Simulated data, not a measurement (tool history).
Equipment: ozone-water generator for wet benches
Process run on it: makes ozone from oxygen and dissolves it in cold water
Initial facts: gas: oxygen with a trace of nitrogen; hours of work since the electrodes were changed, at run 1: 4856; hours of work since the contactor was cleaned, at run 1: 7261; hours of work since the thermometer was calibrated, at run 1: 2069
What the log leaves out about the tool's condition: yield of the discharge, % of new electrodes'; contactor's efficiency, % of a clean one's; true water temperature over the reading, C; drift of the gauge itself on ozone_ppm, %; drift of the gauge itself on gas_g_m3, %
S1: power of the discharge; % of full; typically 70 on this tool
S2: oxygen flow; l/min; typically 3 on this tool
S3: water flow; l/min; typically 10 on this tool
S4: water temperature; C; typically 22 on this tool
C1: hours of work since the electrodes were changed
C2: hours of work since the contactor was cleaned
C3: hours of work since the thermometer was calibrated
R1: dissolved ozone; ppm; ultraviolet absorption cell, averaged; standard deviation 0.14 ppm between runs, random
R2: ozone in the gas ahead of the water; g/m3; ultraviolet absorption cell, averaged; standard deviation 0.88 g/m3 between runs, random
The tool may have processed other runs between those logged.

run	hour	S1	S2	S3	S4	C1	C2	C3	R1	R2
1	0	70	3	10	22	4856	7261	2069	13.5	126
2	168.5	44	3	10	22	5002	7407	2215	9.8	92.5
3	302.6	44	3	10	22	5118	7524	2331	9.9	91
4	454.3	44	3	10	22	5249	7655	2463	9.8	93.2
5	603.7	44	3	10	22	5379	7784	2592	9.7	91.6
6	738.2	44	3	10	22	5495	7901	2709	9.9	93.1
7	904.1	44	3	10	22	5639	8045	2852	9.9	91.5
8	1019.4	41	3	10	22	5739	8144	2952	9.2	87.1
9	1092.1	41	3	10	22	5802	8207	3015	9.2	88.4
10	1204.1	41	3	10	22	5899	8304	3112	9.3	86.7
11	1320.1	41	3	10	22	5999	8405	3213	9.1	87.3
12	1449.8	41	3	10	22	6112	8517	3325	9.1	87.5
13	1562.5	70	3	10	29	6209	8615	3423	11.3	121.2
14	1679.8	70	3	10	29	6311	8717	3524	11.2	120.3
15	1767.3	70	3	10	22	6387	8792	3600	12.8	120.5
16	1901.4	70	3	10	22	6503	8909	3716	12.5	119.3
17	1988.4	54	3	10	22	6578	8984	3792	10.9	100.6
# hour 2055: contactor cleaned
18	2066.1	63	3	12	22	6642	10	3856	9.8	111.2
19	2141.4	63	3	12	22	6707	75	3921	9.8	111.7
20	2310.5	48	3	10	22	6854	221	4067	9.7	93.7
21	2441.6	48	4.99	10	22	6967	335	4181	8.6	65.6
22	2587.5	70	3	10	24	7094	461	4307	11.5	117.7
23	2684.7	70	3.11	10	14	7178	545	4392	13.6	115.4
24	2781.2	70	3.11	10	14	7261	629	4475	13.7	113.5
# hour 2877.7: contactor cleaned, once more
25	2879	70	3	10	25	7343	1	4556	12.4	116
# hour 2987.6: water thermometer calibrated
26	3000.5	70	3	10	25	7448	106	11	12.4	116.2
27	3103.1	70	3	8	15	7536	195	100	17.4	115.5
28	3253.5	44	3.58	10	15	7667	325	230	10.4	78
29	3403.1	44	3.58	10	15	7796	455	360	10.8	76.9
30	3480.5	46	1.67	6	20	7863	522	427	16.6	132.3
31	3653.8	46	1.67	6	20	8014	672	577	16.8	132.8
32	3754.6	46	1.67	6	20	8101	759	664	16.5	130.2
33	3879.4	46	1.67	6	20	8209	867	773	16.5	130.4
34	3955.2	47	2.36	15	19	8275	933	838	7.2	104.7

Branching from run 34: 3 alternative next runs. What would each branch give?
A	4044.8	94	2.04	7	19	8352	1011	916	?	?
B	4044.8	47	2.36	9	19	8352	1011	916	?	?
C	4044.8	71	3.8	10	22	8352	1011	916	?	?

run	R1	R2
A	21.9	174.1
B	11.8	105.4
C	12.1	97.6
With the hidden condition removed and each run's random variation left untouched, the same runs would have given:
run	R1	R2
A	29.7	233.7
B	14.3	126.5
C	15.7	124.9

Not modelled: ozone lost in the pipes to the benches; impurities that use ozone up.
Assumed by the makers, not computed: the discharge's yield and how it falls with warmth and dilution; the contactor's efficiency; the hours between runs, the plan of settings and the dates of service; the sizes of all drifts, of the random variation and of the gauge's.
